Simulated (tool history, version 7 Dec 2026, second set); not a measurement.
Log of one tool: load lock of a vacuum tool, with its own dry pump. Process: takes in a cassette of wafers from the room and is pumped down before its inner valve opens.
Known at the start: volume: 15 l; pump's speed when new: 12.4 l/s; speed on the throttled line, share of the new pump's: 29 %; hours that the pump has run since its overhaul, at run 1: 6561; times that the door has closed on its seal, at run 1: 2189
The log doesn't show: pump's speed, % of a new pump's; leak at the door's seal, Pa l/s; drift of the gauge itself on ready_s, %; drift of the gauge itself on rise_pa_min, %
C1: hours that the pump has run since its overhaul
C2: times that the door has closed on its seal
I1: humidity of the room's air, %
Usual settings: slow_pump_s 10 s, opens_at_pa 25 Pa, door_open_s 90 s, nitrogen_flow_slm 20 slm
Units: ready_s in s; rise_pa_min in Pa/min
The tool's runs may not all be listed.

run 1 hour=0 | slow_pump_s=10 opens_at_pa=25 door_open_s=90 nitrogen_flow_slm=20 | C1=6561 C2=2189 | I1=47.1 | ready_s=18.4 rise_pa_min=0.062
run 2 hour=384.8 | slow_pump_s=10 opens_at_pa=25 door_open_s=90 nitrogen_flow_slm=20 | C1=6946 C2=3513 | I1=48.1 | ready_s=18.7 rise_pa_min=0.07
run 3 hour=785.6 | slow_pump_s=10 opens_at_pa=25 door_open_s=90 nitrogen_flow_slm=4 | C1=7346 C2=4892 | I1=45.2 | ready_s=18.8 rise_pa_min=0.111
run 4 hour=1056.4 | slow_pump_s=10 opens_at_pa=25 door_open_s=90 nitrogen_flow_slm=4 | C1=7617 C2=5824 | I1=43 | ready_s=18.7 rise_pa_min=0.121
run 5 hour=1521.7 | slow_pump_s=10 opens_at_pa=25 door_open_s=90 nitrogen_flow_slm=4 | C1=8082 C2=7426 | I1=44.9 | ready_s=18.9 rise_pa_min=0.141
run 6 hour=1794.3 | slow_pump_s=10 opens_at_pa=25 door_open_s=90 nitrogen_flow_slm=20 | C1=8355 C2=8365 | I1=43.2 | ready_s=18.9 rise_pa_min=0.119
run 7 hour=2256.1 | slow_pump_s=10 opens_at_pa=25 door_open_s=90 nitrogen_flow_slm=20 | C1=8817 C2=9954 | I1=46.4 | ready_s=19 rise_pa_min=0.134
run 8 hour=2505.1 | slow_pump_s=10 opens_at_pa=25 door_open_s=64 nitrogen_flow_slm=20 | C1=9066 C2=10811 | I1=46.7 | ready_s=19 rise_pa_min=0.155
run 9 hour=2944.4 | slow_pump_s=10 opens_at_pa=25 door_open_s=64 nitrogen_flow_slm=7 | C1=9505 C2=12323 | I1=45.5 | ready_s=19.2 rise_pa_min=0.194
run 10 hour=3316.4 | slow_pump_s=10 opens_at_pa=25 door_open_s=64 nitrogen_flow_slm=7 | C1=9877 C2=13603 | I1=48.8 | ready_s=19.2 rise_pa_min=0.214
run 11 hour=3624.1 | slow_pump_s=10 opens_at_pa=25 door_open_s=64 nitrogen_flow_slm=8 | C1=10185 C2=14663 | I1=47.1 | ready_s=19.2 rise_pa_min=0.232
run 12 hour=4026.3 | slow_pump_s=10 opens_at_pa=25 door_open_s=64 nitrogen_flow_slm=8 | C1=10587 C2=16047 | I1=45 | ready_s=19 rise_pa_min=0.25
run 13 hour=4457.5 | slow_pump_s=10 opens_at_pa=25 door_open_s=64 nitrogen_flow_slm=8 | C1=11018 C2=17531 | I1=42.2 | ready_s=19 rise_pa_min=0.274
run 14 hour=4760.1 | slow_pump_s=10 opens_at_pa=25 door_open_s=64 nitrogen_flow_slm=8 | C1=11321 C2=18573 | I1=44 | ready_s=19.5 rise_pa_min=0.299
run 15 hour=5168.9 | slow_pump_s=10 opens_at_pa=25 door_open_s=64 nitrogen_flow_slm=8 | C1=11730 C2=19979 | I1=45.4 | ready_s=19.7 rise_pa_min=0.324
run 16 hour=5611.7 | slow_pump_s=10 opens_at_pa=25 door_open_s=64 nitrogen_flow_slm=8 | C1=12172 C2=21504 | I1=44.4 | ready_s=19.6 rise_pa_min=0.363
-- hour=5833.4 dry pump taken out, an overhauled one fitted
run 17 hour=6135.9 | slow_pump_s=19 opens_at_pa=29 door_open_s=112 nitrogen_flow_slm=6 | C1=303 C2=23287 | I1=45.1 | ready_s=23.7 rise_pa_min=0.428
run 18 hour=6389.3 | slow_pump_s=13 opens_at_pa=29 door_open_s=57 nitrogen_flow_slm=21 | C1=556 C2=24159 | I1=49.1 | ready_s=19.3 rise_pa_min=0.406
run 19 hour=6828.9 | slow_pump_s=15 opens_at_pa=25 door_open_s=57 nitrogen_flow_slm=21 | C1=995 C2=25672 | I1=44.6 | ready_s=21.2 rise_pa_min=0.448
run 20 hour=7209.6 | slow_pump_s=10 opens_at_pa=21 door_open_s=37 nitrogen_flow_slm=25 | C1=1376 C2=26983 | I1=45.5 | ready_s=17.8 rise_pa_min=0.478
run 21 hour=7606.3 | slow_pump_s=12 opens_at_pa=21 door_open_s=37 nitrogen_flow_slm=43 | C1=1773 C2=28348 | I1=45.3 | ready_s=18.9 rise_pa_min=0.511
run 22 hour=7867.7 | slow_pump_s=12 opens_at_pa=21 door_open_s=37 nitrogen_flow_slm=43 | C1=2034 C2=29248 | I1=42.3 | ready_s=19.3 rise_pa_min=0.529
run 23 hour=8373.6 | slow_pump_s=12 opens_at_pa=21 door_open_s=37 nitrogen_flow_slm=43 | C1=2540 C2=30989 | I1=49.3 | ready_s=19.5 rise_pa_min=0.572
-- hour=8645.9 door's seal changed, seat wiped
run 24 hour=8662.1 | slow_pump_s=12 opens_at_pa=28 door_open_s=48 nitrogen_flow_slm=43 | C1=2827 C2=56 | I1=47 | ready_s=19 rise_pa_min=0.018
run 25 hour=9084.5 | slow_pump_s=6 opens_at_pa=33 door_open_s=90 nitrogen_flow_slm=20 | C1=3250 C2=1510 | I1=43.6 | ready_s=14.5 rise_pa_min=0.037
run 26 hour=9478 | slow_pump_s=6 opens_at_pa=33 door_open_s=90 nitrogen_flow_slm=20 | C1=3643 C2=2865 | I1=45.5 | ready_s=14.9 rise_pa_min=0.045
run 27 hour=9965.3 | slow_pump_s=16 opens_at_pa=36 door_open_s=90 nitrogen_flow_slm=20 | C1=4130 C2=4542 | I1=44.6 | ready_s=21.7 rise_pa_min=0.065
run 28 hour=10368.2 | slow_pump_s=16 opens_at_pa=36 door_open_s=90 nitrogen_flow_slm=20 | C1=4533 C2=5929 | I1=40.8 | ready_s=22 rise_pa_min=0.074
run 29 hour=10707.5 | slow_pump_s=6 opens_at_pa=32 door_open_s=90 nitrogen_flow_slm=31 | C1=4873 C2=7096 | I1=46.6 | ready_s=15 rise_pa_min=0.078

Some steps in ready_s between neighbouring runs. How much of each would the tool show without its hidden state too (settings, what came in, random variation), and how much is left for the hidden state, with any gauge scatter that isn't in both results?
Run 16 -> 17: slow_pump_s 10 -> 19, opens_at_pa 25 -> 29, door_open_s 64 -> 112, nitrogen_flow_slm 8 -> 6, dry pump taken out, an overhauled one fitted. ready_s +4.1 s: hidden state -2.3, all else +6.4.
Run 26 -> 27: slow_pump_s 6 -> 16, opens_at_pa 33 -> 36. ready_s +6.8 s: hidden state -0.2, all else +7.
Run 28 -> 29: slow_pump_s 16 -> 6, opens_at_pa 36 -> 32, nitrogen_flow_slm 20 -> 31. ready_s -7 s: hidden state +0.3, all else -7.3.
